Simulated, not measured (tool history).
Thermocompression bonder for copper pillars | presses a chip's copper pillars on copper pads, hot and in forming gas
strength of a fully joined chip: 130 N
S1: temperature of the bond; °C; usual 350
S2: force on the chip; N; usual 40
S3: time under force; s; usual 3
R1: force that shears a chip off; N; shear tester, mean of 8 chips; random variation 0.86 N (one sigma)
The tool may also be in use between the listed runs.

{"run": 1, "day": 0.0, "S1": 350, "S2": 40, "S3": 3, "R1": 62.4}
{"day": 1.842, "done": "heater calibrated with a thermocouple chip"}
{"run": 2, "day": 2.6, "S1": 350, "S2": 40, "S3": 3, "R1": 71.1}
{"run": 3, "day": 5.467, "S1": 350, "S2": 40, "S3": 3, "R1": 67.9}
{"run": 4, "day": 7.579, "S1": 350, "S2": 40, "S3": 3, "R1": 68.3}
{"run": 5, "day": 10.462, "S1": 365, "S2": 40, "S3": 3, "R1": 77.7}
{"run": 6, "day": 14.433, "S1": 365, "S2": 40, "S3": 3, "R1": 75.2}
{"run": 7, "day": 16.412, "S1": 350, "S2": 40, "S3": 3, "R1": 64.1}
{"run": 8, "day": 18.112, "S1": 350, "S2": 38, "S3": 3, "R1": 60.2}
{"day": 21.0, "done": "forming gas filter changed"}
{"run": 9, "day": 21.95, "S1": 350, "S2": 38, "S3": 3, "R1": 64.2}
{"run": 10, "day": 23.658, "S1": 340, "S2": 40, "S3": 3, "R1": 60.5}
{"run": 11, "day": 26.067, "S1": 340, "S2": 40, "S3": 3, "R1": 59.4}
{"run": 12, "day": 29.625, "S1": 340, "S2": 40, "S3": 3, "R1": 57.3}
{"run": 13, "day": 32.875, "S1": 338, "S2": 40, "S3": 3, "R1": 55.3}
{"run": 14, "day": 36.258, "S1": 338, "S2": 40, "S3": 3, "R1": 54.6}
{"run": 15, "day": 39.512, "S1": 338, "S2": 40, "S3": 3, "R1": 52.2}
{"run": 16, "day": 41.521, "S1": 350, "S2": 40, "S3": 3, "R1": 59.7}
{"day": 44.192, "done": "force cell calibrated"}
{"run": 17, "day": 44.4, "S1": 350, "S2": 32, "S3": 3, "R1": 51.1}
{"run": 18, "day": 47.388, "S1": 350, "S2": 40, "S3": 3, "R1": 62.8}
{"run": 19, "day": 50.388, "S1": 350, "S2": 40, "S3": 3, "R1": 61.2}
{"run": 20, "day": 52.521, "S1": 350, "S2": 29, "S3": 3, "R1": 42.4}
{"day": 53.621, "done": "forming gas filter changed"}
{"run": 21, "day": 56.154, "S1": 338, "S2": 38, "S3": 2, "R1": 45.5}
{"day": 58.479, "done": "heater calibrated with a thermocouple chip"}
{"run": 22, "day": 59.383, "S1": 373, "S2": 38, "S3": 9, "R1": 107.3}
{"run": 23, "day": 62.946, "S1": 373, "S2": 38, "S3": 9, "R1": 105}
{"run": 24, "day": 66.267, "S1": 345, "S2": 27, "S3": 5, "R1": 50.7}
{"run": 25, "day": 68.821, "S1": 331, "S2": 40, "S3": 3, "R1": 55.8}
{"run": 26, "day": 70.529, "S1": 367, "S2": 51, "S3": 4, "R1": 101.5}
{"run": 27, "day": 74.75, "S1": 365, "S2": 40, "S3": 4, "R1": 81.6}
{"run": 28, "day": 77.408, "S1": 365, "S2": 40, "S3": 4, "R1": 79.4}
{"run": 29, "day": 80.988, "S1": 365, "S2": 40, "S3": 4, "R1": 79.3}
{"run": 30, "day": 84.154, "S1": 370, "S2": 53, "S3": 2, "R1": 85.3}
{"day": 86.179, "done": "forming gas filter changed"}
{"run": 31, "day": 87.617, "S1": 370, "S2": 29, "S3": 4, "R1": 62}
{"run": 32, "day": 90.092, "S1": 350, "S2": 29, "S3": 4, "R1": 49.1}
{"run": 33, "day": 94.133, "S1": 334, "S2": 38, "S3": 2, "R1": 42.2}
{"day": 94.733, "done": "force cell calibrated"}
{"run": 34, "day": 97.575, "S1": 366, "S2": 27, "S3": 4, "R1": 58.5}
{"run": 35, "day": 100.133, "S1": 355, "S2": 28, "S3": 9, "R1": 69.3}
{"run": 36, "day": 102.8, "S1": 350, "S2": 30, "S3": 3, "R1": 45.8}
{"run": 37, "day": 106.754, "S1": 339, "S2": 26, "S3": 3, "R1": 33.1}
{"run": 38, "day": 110.721, "S1": 362, "S2": 31, "S3": 7, "R1": 73.3}
{"run": 39, "day": 114.533, "S1": 363, "S2": 38, "S3": 3, "R1": 66.3}

3 ways to go on from here, each from the tool as it stands after run 39. What would each give?
{"day": 115.2, "done": "heater calibrated with a thermocouple chip"}
{"run": "A", "day": 118.158, "S1": 341, "S2": 38, "S3": 3, "R1": "?"}
{"day": 115.2, "done": "heater calibrated with a thermocouple chip"}
{"run": "B", "day": 118.158, "S1": 374, "S2": 28, "S3": 2, "R1": "?"}
{"day": 115.2, "done": "heater calibrated with a thermocouple chip"}
{"run": "C", "day": 118.158, "S1": 363, "S2": 34, "S3": 3, "R1": "?"}

run=A R1=57.6
run=B R1=52.1
run=C R1=64.2
Without the tool's hidden state the same runs would have given:
run=A R1=63.8
run=B R1=57.8
run=C R1=71
